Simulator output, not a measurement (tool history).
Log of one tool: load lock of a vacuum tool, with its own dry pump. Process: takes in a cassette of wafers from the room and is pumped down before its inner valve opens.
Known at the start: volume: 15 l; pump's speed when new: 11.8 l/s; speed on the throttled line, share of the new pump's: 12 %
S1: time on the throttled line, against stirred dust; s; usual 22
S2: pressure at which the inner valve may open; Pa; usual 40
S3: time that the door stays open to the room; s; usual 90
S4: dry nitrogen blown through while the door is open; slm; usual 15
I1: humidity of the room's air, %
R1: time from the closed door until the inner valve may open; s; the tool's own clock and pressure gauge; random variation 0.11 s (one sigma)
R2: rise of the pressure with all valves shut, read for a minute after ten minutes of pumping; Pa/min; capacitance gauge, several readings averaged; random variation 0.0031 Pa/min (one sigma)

{"run": 1, "hour": 0.0, "S1": 22, "S2": 40, "S3": 90, "S4": 15, "I1": 43.2, "R1": 29.2, "R2": 0.265}
{"run": 2, "hour": 443.5, "S1": 22, "S2": 40, "S3": 90, "S4": 15, "I1": 45.4, "R1": 29.3, "R2": 0.273}
{"run": 3, "hour": 761.5, "S1": 22, "S2": 40, "S3": 90, "S4": 8, "I1": 42.4, "R1": 29.4, "R2": 0.28}
{"run": 4, "hour": 1094.2, "S1": 22, "S2": 40, "S3": 90, "S4": 8, "I1": 46.3, "R1": 29.4, "R2": 0.302}
{"run": 5, "hour": 1501.5, "S1": 22, "S2": 79, "S3": 90, "S4": 8, "I1": 42.3, "R1": 28.7, "R2": 0.29}
{"run": 6, "hour": 1808.9, "S1": 22, "S2": 63, "S3": 90, "S4": 15, "I1": 45.4, "R1": 29.0, "R2": 0.286}
{"run": 7, "hour": 2226.2, "S1": 22, "S2": 63, "S3": 90, "S4": 15, "I1": 43.2, "R1": 29.1, "R2": 0.291}
{"run": 8, "hour": 2678.5, "S1": 22, "S2": 63, "S3": 98, "S4": 4, "I1": 43.4, "R1": 28.9, "R2": 0.338}
{"run": 9, "hour": 3120.9, "S1": 12, "S2": 31, "S3": 28, "S4": 9, "I1": 44.0, "R1": 21.1, "R2": 0.269}
{"run": 10, "hour": 3500.6, "S1": 22, "S2": 35, "S3": 90, "S4": 15, "I1": 44.4, "R1": 29.9, "R2": 0.312}
{"run": 11, "hour": 3972.2, "S1": 37, "S2": 40, "S3": 90, "S4": 15, "I1": 44.0, "R1": 42.6, "R2": 0.324}
{"run": 12, "hour": 4247.3, "S1": 41, "S2": 40, "S3": 90, "S4": 33, "I1": 43.8, "R1": 46.0, "R2": 0.303}
{"run": 13, "hour": 4598.6, "S1": 41, "S2": 40, "S3": 90, "S4": 7, "I1": 45.6, "R1": 46.1, "R2": 0.354}
{"run": 14, "hour": 4867.6, "S1": 24, "S2": 51, "S3": 90, "S4": 15, "I1": 47.2, "R1": 30.9, "R2": 0.336}

5 ways to go on from here, each from the tool as it stands after run 14. What would each give?
{"run": "A", "hour": 5292.3, "S1": 37, "S2": 59, "S3": 65, "S4": 15, "I1": 45.3, "R1": "?", "R2": "?"}
{"run": "B", "hour": 5292.3, "S1": 24, "S2": 51, "S3": 90, "S4": 22, "I1": 46.8, "R1": "?", "R2": "?"}
{"run": "C", "hour": 5292.3, "S1": 17, "S2": 51, "S3": 90, "S4": 15, "I1": 45.5, "R1": "?", "R2": "?"}
{"run": "D", "hour": 5292.3, "S1": 24, "S2": 51, "S3": 90, "S4": 25, "I1": 44.6, "R1": "?", "R2": "?"}
{"run": "E", "hour": 5292.3, "S1": 22, "S2": 67, "S3": 163, "S4": 6, "I1": 41.2, "R1": "?", "R2": "?"}

run=A R1=42.4 R2=0.323
run=B R1=31.1 R2=0.338
run=C R1=25.2 R2=0.343
run=D R1=31.3 R2=0.330
run=E R1=29.1 R2=0.398
Without the tool's hidden state the same runs would have given:
run=A R1=42.1 R2=0.067
run=B R1=30.7 R2=0.077
run=C R1=24.7 R2=0.086
run=D R1=30.9 R2=0.072
run=E R1=28.7 R2=0.142
